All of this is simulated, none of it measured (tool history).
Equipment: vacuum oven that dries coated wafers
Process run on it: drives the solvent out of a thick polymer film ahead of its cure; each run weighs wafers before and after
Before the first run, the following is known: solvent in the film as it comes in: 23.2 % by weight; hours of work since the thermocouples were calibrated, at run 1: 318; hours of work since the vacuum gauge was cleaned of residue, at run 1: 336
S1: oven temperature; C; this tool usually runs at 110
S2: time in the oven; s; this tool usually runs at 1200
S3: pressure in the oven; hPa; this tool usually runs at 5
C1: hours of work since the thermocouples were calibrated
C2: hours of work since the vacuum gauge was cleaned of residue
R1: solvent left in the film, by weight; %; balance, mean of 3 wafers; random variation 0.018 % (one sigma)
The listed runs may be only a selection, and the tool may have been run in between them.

run 1 day=0 | S1=110 S2=1200 S3=5 | C1=318 C2=336 | R1=3.66
run 2 day=0.579 | S1=110 S2=1200 S3=5 | C1=329 C2=346 | R1=3.67
run 3 day=0.833 | S1=110 S2=1200 S3=5 | C1=333 C2=351 | R1=3.66
run 4 day=1.425 | S1=110 S2=1200 S3=5 | C1=344 C2=361 | R1=3.68
run 5 day=1.688 | S1=110 S2=2040 S3=5 | C1=349 C2=366 | R1=1.61
run 6 day=2.288 | S1=100 S2=2040 S3=5 | C1=360 C2=377 | R1=3.25
run 7 day=2.858 | S1=100 S2=2040 S3=5 | C1=370 C2=387 | R1=3.25
run 8 day=3.371 | S1=100 S2=2040 S3=5 | C1=379 C2=397 | R1=3.22
run 9 day=3.679 | S1=100 S2=2040 S3=5 | C1=385 C2=402 | R1=3.24
run 10 day=4.1 | S1=123 S2=1200 S3=5 | C1=392 C2=410 | R1=1.5
run 11 day=4.367 | S1=123 S2=1200 S3=5 | C1=397 C2=415 | R1=1.52
run 12 day=4.633 | S1=123 S2=1200 S3=5 | C1=402 C2=419 | R1=1.51
run 13 day=4.962 | S1=123 S2=1200 S3=5 | C1=408 C2=425 | R1=1.5
run 14 day=5.558 | S1=123 S2=1200 S3=5 | C1=419 C2=436 | R1=1.5
run 15 day=6.05 | S1=105 S2=1200 S3=14.93 | C1=428 C2=445 | R1=6.3
run 16 day=6.325 | S1=106 S2=1080 S3=5 | C1=432 C2=450 | R1=5.21
run 17 day=6.654 | S1=112 S2=1200 S3=5.82 | C1=438 C2=456 | R1=3.35
run 18 day=7.067 | S1=112 S2=1200 S3=5.82 | C1=446 C2=463 | R1=3.33
run 19 day=7.4 | S1=123 S2=1200 S3=7.89 | C1=452 C2=469 | R1=1.8
run 20 day=7.658 | S1=123 S2=1200 S3=7.89 | C1=457 C2=474 | R1=1.79
run 21 day=7.979 | S1=115 S2=1080 S3=4.4 | C1=462 C2=480 | R1=3.06
run 22 day=8.421 | S1=105 S2=1200 S3=5 | C1=470 C2=488 | R1=4.85
run 23 day=8.754 | S1=107 S2=1320 S3=5 | C1=476 C2=494 | R1=3.85
run 24 day=9.3 | S1=110 S2=1200 S3=10.58 | C1=486 C2=504 | R1=4.37
run 25 day=9.858 | S1=110 S2=1200 S3=10.58 | C1=496 C2=514 | R1=4.39

Forecast each of these 3 alternatives for the next run:
run A day=10.392 | S1=106 S2=1200 S3=10.58 | C1=506 C2=523 | R1=?
run B day=10.392 | S1=100 S2=1020 S3=10.58 | C1=506 C2=523 | R1=?
run C day=10.392 | S1=112 S2=1140 S3=12.84 | C1=506 C2=523 | R1=?

run=A R1=5.38
run=B R1=8.07
run=C R1=4.42
Without the tool's hidden state the same runs would have given:
run=A R1=5.51
run=B R1=8.23
run=C R1=4.55
